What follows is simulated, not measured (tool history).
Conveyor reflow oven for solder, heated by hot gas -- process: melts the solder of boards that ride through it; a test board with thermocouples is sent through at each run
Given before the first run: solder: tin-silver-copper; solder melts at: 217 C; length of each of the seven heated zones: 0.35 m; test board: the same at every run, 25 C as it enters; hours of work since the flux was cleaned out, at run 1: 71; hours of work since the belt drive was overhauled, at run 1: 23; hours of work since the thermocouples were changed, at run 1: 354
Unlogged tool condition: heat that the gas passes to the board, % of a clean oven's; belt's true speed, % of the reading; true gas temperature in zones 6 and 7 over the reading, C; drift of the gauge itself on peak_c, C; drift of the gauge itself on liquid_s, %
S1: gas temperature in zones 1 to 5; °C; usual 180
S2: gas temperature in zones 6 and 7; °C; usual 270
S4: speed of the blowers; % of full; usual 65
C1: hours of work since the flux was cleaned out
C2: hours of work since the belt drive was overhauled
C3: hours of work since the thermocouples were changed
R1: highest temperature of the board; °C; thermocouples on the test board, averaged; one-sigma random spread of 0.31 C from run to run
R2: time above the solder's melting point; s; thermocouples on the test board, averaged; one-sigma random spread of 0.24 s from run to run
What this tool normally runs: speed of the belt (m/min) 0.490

{"run": 1, "hour": 0.0, "S1": 180, "S2": 270, "speed of the belt (m/min)": 0.49, "S4": 65, "C1": 71, "C2": 23, "C3": 354, "R1": 252.0, "R2": 65.9}
{"run": 2, "hour": 12.8, "S1": 180, "S2": 270, "speed of the belt (m/min)": 0.49, "S4": 65, "C1": 77, "C2": 29, "C3": 360, "R1": 252.3, "R2": 66.3}
{"run": 3, "hour": 22.1, "S1": 180, "S2": 270, "speed of the belt (m/min)": 0.49, "S4": 65, "C1": 81, "C2": 34, "C3": 364, "R1": 251.9, "R2": 66.1}
{"run": 4, "hour": 33.1, "S1": 180, "S2": 270, "speed of the belt (m/min)": 0.49, "S4": 65, "C1": 86, "C2": 39, "C3": 370, "R1": 252.6, "R2": 65.4}
{"run": 5, "hour": 45.0, "S1": 180, "S2": 270, "speed of the belt (m/min)": 0.49, "S4": 65, "C1": 92, "C2": 44, "C3": 375, "R1": 251.8, "R2": 65.9}
{"run": 6, "hour": 57.1, "S1": 180, "S2": 270, "speed of the belt (m/min)": 0.49, "S4": 65, "C1": 97, "C2": 50, "C3": 381, "R1": 252.5, "R2": 65.9}
{"run": 7, "hour": 64.5, "S1": 180, "S2": 270, "speed of the belt (m/min)": 0.469, "S4": 65, "C1": 101, "C2": 53, "C3": 384, "R1": 253.8, "R2": 70.4}
{"run": 8, "hour": 73.6, "S1": 180, "S2": 270, "speed of the belt (m/min)": 0.422, "S4": 65, "C1": 105, "C2": 58, "C3": 388, "R1": 256.7, "R2": 81.6}
{"run": 9, "hour": 82.8, "S1": 180, "S2": 270, "speed of the belt (m/min)": 0.422, "S4": 65, "C1": 109, "C2": 62, "C3": 393, "R1": 256.3, "R2": 81.8}
{"run": 10, "hour": 91.3, "S1": 180, "S2": 270, "speed of the belt (m/min)": 0.422, "S4": 65, "C1": 113, "C2": 66, "C3": 397, "R1": 256.3, "R2": 81.3}
{"run": 11, "hour": 97.7, "S1": 180, "S2": 270, "speed of the belt (m/min)": 0.422, "S4": 65, "C1": 116, "C2": 69, "C3": 400, "R1": 256.4, "R2": 81.6}
{"hour": 103.7, "done": "flux residue cleaned out of gas plates and filters"}
{"run": 12, "hour": 109.3, "S1": 180, "S2": 270, "speed of the belt (m/min)": 0.422, "S4": 65, "C1": 3, "C2": 72, "C3": 403, "R1": 255.9, "R2": 81.6}
{"run": 13, "hour": 122.6, "S1": 180, "S2": 270, "speed of the belt (m/min)": 0.49, "S4": 60, "C1": 9, "C2": 78, "C3": 409, "R1": 250.6, "R2": 63.7}
{"run": 14, "hour": 130.9, "S1": 180, "S2": 270, "speed of the belt (m/min)": 0.49, "S4": 60, "C1": 13, "C2": 82, "C3": 413, "R1": 250.3, "R2": 63.4}
{"run": 15, "hour": 137.1, "S1": 180, "S2": 277, "speed of the belt (m/min)": 0.49, "S4": 84, "C1": 16, "C2": 85, "C3": 416, "R1": 260.9, "R2": 72.7}
{"run": 16, "hour": 145.1, "S1": 180, "S2": 277, "speed of the belt (m/min)": 0.49, "S4": 84, "C1": 19, "C2": 89, "C3": 419, "R1": 260.8, "R2": 72.9}
{"run": 17, "hour": 154.3, "S1": 171, "S2": 265, "speed of the belt (m/min)": 0.399, "S4": 84, "C1": 24, "C2": 93, "C3": 424, "R1": 254.9, "R2": 82.5}
{"run": 18, "hour": 163.4, "S1": 171, "S2": 265, "speed of the belt (m/min)": 0.399, "S4": 84, "C1": 28, "C2": 97, "C3": 428, "R1": 254.7, "R2": 82.0}
{"run": 19, "hour": 174.3, "S1": 171, "S2": 265, "speed of the belt (m/min)": 0.399, "S4": 84, "C1": 33, "C2": 102, "C3": 433, "R1": 254.7, "R2": 81.8}
{"hour": 188.0, "done": "flux residue cleaned out of gas plates and filters, once more"}
{"run": 20, "hour": 189.4, "S1": 190, "S2": 265, "speed of the belt (m/min)": 0.399, "S4": 65, "C1": 1, "C2": 107, "C3": 438, "R1": 254.8, "R2": 92.0}
{"run": 21, "hour": 202.2, "S1": 190, "S2": 265, "speed of the belt (m/min)": 0.399, "S4": 65, "C1": 7, "C2": 113, "C3": 444, "R1": 254.6, "R2": 91.6}
{"run": 22, "hour": 213.0, "S1": 184, "S2": 270, "speed of the belt (m/min)": 0.468, "S4": 65, "C1": 12, "C2": 118, "C3": 449, "R1": 254.8, "R2": 72.8}
{"run": 23, "hour": 222.4, "S1": 184, "S2": 270, "speed of the belt (m/min)": 0.453, "S4": 51, "C1": 16, "C2": 122, "C3": 453, "R1": 252.0, "R2": 73.0}
{"run": 24, "hour": 234.1, "S1": 184, "S2": 270, "speed of the belt (m/min)": 0.453, "S4": 51, "C1": 21, "C2": 128, "C3": 459, "R1": 251.6, "R2": 72.9}
{"run": 25, "hour": 245.3, "S1": 180, "S2": 270, "speed of the belt (m/min)": 0.586, "S4": 78, "C1": 27, "C2": 133, "C3": 464, "R1": 249.2, "R2": 52.2}
{"run": 26, "hour": 257.0, "S1": 189, "S2": 276, "speed of the belt (m/min)": 0.432, "S4": 62, "C1": 32, "C2": 138, "C3": 469, "R1": 261.9, "R2": 87.9}
{"run": 27, "hour": 269.1, "S1": 183, "S2": 270, "speed of the belt (m/min)": 0.49, "S4": 72, "C1": 38, "C2": 144, "C3": 475, "R1": 253.7, "R2": 69.2}

Subtracting, for every run, the result it would have given without the tool's unlogged condition from the measured result gives the following. The same run-to-run variation enters both numbers; the gauge's scatter may not:
run=1 R1=-0.7 R2=-0.7
run=2 R1=-0.7 R2=-0.6
run=3 R1=-0.7 R2=-0.7
run=4 R1=-0.7 R2=-0.7
run=5 R1=-0.8 R2=-0.8
run=6 R1=-0.9 R2=-0.8
run=7 R1=-0.8 R2=-0.8
run=8 R1=-0.9 R2=-0.7
run=9 R1=-0.9 R2=-0.7
run=10 R1=-0.9 R2=-0.8
run=11 R1=-0.9 R2=-0.7
run=12 R1=-1.0 R2=-0.9
run=13 R1=-1.1 R2=-1.2
run=14 R1=-1.2 R2=-1.2
run=15 R1=-1.4 R2=-0.8
run=16 R1=-1.3 R2=-0.9
run=17 R1=-1.2 R2=-1.2
run=18 R1=-1.2 R2=-1.2
run=19 R1=-1.3 R2=-1.2
run=20 R1=-0.6 R2=-0.4
run=21 R1=-0.6 R2=-0.4
run=22 R1=-0.7 R2=-0.4
run=23 R1=-0.6 R2=-0.5
run=24 R1=-0.7 R2=-0.6
run=25 R1=-0.7 R2=-0.5
run=26 R1=-0.8 R2=-0.4
run=27 R1=-0.8 R2=-0.6
